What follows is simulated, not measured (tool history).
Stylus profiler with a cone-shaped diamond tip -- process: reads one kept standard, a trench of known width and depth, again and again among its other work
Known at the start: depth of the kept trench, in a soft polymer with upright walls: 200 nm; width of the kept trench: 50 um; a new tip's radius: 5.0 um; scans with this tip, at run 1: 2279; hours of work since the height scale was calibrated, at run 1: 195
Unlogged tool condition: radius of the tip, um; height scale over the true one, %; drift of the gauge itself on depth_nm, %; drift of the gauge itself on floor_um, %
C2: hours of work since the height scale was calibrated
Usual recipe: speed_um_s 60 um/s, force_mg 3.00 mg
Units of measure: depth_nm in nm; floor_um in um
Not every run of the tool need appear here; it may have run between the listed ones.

Run 1, day 0.000: usual settings; scans with this tip 2279; C2 195. Result: depth_nm 203.27 nm, floor_um 47.12 um.
Run 2, day 0.608: usual settings; scans with this tip 2370; C2 202. Result: depth_nm 203.36 nm, floor_um 47.12 um.
Run 3, day 0.862: usual settings; scans with this tip 2409; C2 206. Result: depth_nm 203.26 nm, floor_um 47.05 um.
Run 4, day 1.338: usual settings; scans with this tip 2480; C2 212. Result: depth_nm 203.22 nm, floor_um 47.10 um.
Run 5, day 1.854: usual settings; scans with this tip 2558; C2 218. Result: depth_nm 203.22 nm, floor_um 47.07 um.
Run 6, day 2.238: usual settings but force_mg 1.12 mg; scans with this tip 2616; C2 223. Result: depth_nm 201.74 nm, floor_um 47.01 um.
Run 7, day 2.762: usual settings but force_mg 1.12 mg; scans with this tip 2694; C2 230. Result: depth_nm 201.79 nm, floor_um 47.05 um.
Run 8, day 3.212: usual settings; scans with this tip 2762; C2 236. Result: depth_nm 203.29 nm, floor_um 47.11 um.
Run 9, day 3.583: usual settings; scans with this tip 2818; C2 240. Result: depth_nm 203.10 nm, floor_um 47.13 um.
Run 10, day 4.046: usual settings; scans with this tip 2887; C2 246. Result: depth_nm 203.26 nm, floor_um 47.06 um.
Run 11, day 4.508: usual settings; scans with this tip 2957; C2 252. Result: depth_nm 203.26 nm, floor_um 47.14 um.
Run 12, day 4.796: usual settings; scans with this tip 3000; C2 256. Result: depth_nm 203.14 nm, floor_um 47.08 um.
Run 13, day 5.142: usual settings; scans with this tip 3052; C2 260. Result: depth_nm 203.11 nm, floor_um 47.06 um.
Run 14, day 5.488: usual settings but speed_um_s 211 um/s, force_mg 1.19 mg; scans with this tip 3104; C2 265. Result: depth_nm 201.81 nm, floor_um 46.69 um.
Run 15, day 5.908: usual settings but speed_um_s 39 um/s, force_mg 4.11 mg; scans with this tip 3167; C2 270. Result: depth_nm 204.06 nm, floor_um 47.18 um.
Run 16, day 6.162: usual settings but speed_um_s 39 um/s, force_mg 4.11 mg; scans with this tip 3205; C2 274. Result: depth_nm 204.04 nm, floor_um 47.16 um.
Run 17, day 6.533: usual settings but speed_um_s 39 um/s, force_mg 4.11 mg; scans with this tip 3261; C2 278. Result: depth_nm 204.10 nm, floor_um 47.20 um.

Here are 4 independent what-if runs from the current tool condition. What would each one return?
Run A, day 6.971: usual settings but speed_um_s 39 um/s, force_mg 1.59 mg; scans with this tip 3327; C2 284. Result: depth_nm ?, floor_um ?.
Run B, day 6.971: usual settings but speed_um_s 16 um/s, force_mg 3.63 mg; scans with this tip 3327; C2 284. Result: depth_nm ?, floor_um ?.
Run C, day 6.971: usual settings but speed_um_s 138 um/s; scans with this tip 3327; C2 284. Result: depth_nm ?, floor_um ?.
Run D, day 6.971: usual settings but force_mg 4.32 mg; scans with this tip 3327; C2 284. Result: depth_nm ?, floor_um ?.

run  depth_nm  floor_um
  A    202.10     47.13
  B    203.49     47.12
  C    203.21     46.99
  D    204.27     47.11
Take away the tool's hidden state, keep each run's random variation, and the runs would have read:
run  depth_nm  floor_um
  A    202.10     47.13
  B    203.49     47.12
  C    203.20     46.99
  D    204.27     47.11

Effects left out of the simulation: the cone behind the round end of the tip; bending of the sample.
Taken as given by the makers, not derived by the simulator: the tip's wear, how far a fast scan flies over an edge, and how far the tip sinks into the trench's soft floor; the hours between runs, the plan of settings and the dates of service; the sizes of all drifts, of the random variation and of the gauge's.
